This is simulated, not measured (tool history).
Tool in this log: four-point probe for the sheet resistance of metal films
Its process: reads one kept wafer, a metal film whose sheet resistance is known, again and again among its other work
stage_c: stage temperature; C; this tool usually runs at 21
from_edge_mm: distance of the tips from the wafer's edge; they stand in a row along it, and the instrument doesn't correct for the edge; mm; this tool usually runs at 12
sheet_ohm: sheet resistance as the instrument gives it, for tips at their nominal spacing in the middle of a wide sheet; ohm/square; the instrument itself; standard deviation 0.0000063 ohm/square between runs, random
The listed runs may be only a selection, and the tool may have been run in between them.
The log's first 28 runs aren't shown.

Run 29, day 36.979: usual settings but stage_c 25 C, from_edge_mm 38 mm. Result: sheet_ohm 0.031652 ohm/square.
Run 30, day 37.742: usual settings but stage_c 25 C, from_edge_mm 38 mm. Result: sheet_ohm 0.031652 ohm/square.
Run 31, day 39.333: usual settings but stage_c 30 C, from_edge_mm 4 mm. Result: sheet_ohm 0.032782 ohm/square.
Run 32, day 40.454: usual settings but stage_c 30 C, from_edge_mm 4 mm. Result: sheet_ohm 0.032787 ohm/square.
Run 33, day 41.712: usual settings but stage_c 30 C, from_edge_mm 4 mm. Result: sheet_ohm 0.032794 ohm/square.
Run 34, day 42.867: usual settings but stage_c 30 C, from_edge_mm 4 mm. Result: sheet_ohm 0.032792 ohm/square.
Run 35, day 43.800: usual settings but stage_c 30 C, from_edge_mm 4 mm. Result: sheet_ohm 0.032789 ohm/square.
Run 36, day 44.871: usual settings but stage_c 34 C, from_edge_mm 4 mm. Result: sheet_ohm 0.032871 ohm/square.

What does the tool deliver on the next run?
Run 37, day 46.188: usual settings but from_edge_mm 37 mm. Result: sheet_ohm ?.

sheet_ohm: 0.031558 ohm/square
With no hidden state in the tool, this same run would have given sheet_ohm 0.031557 ohm/square.
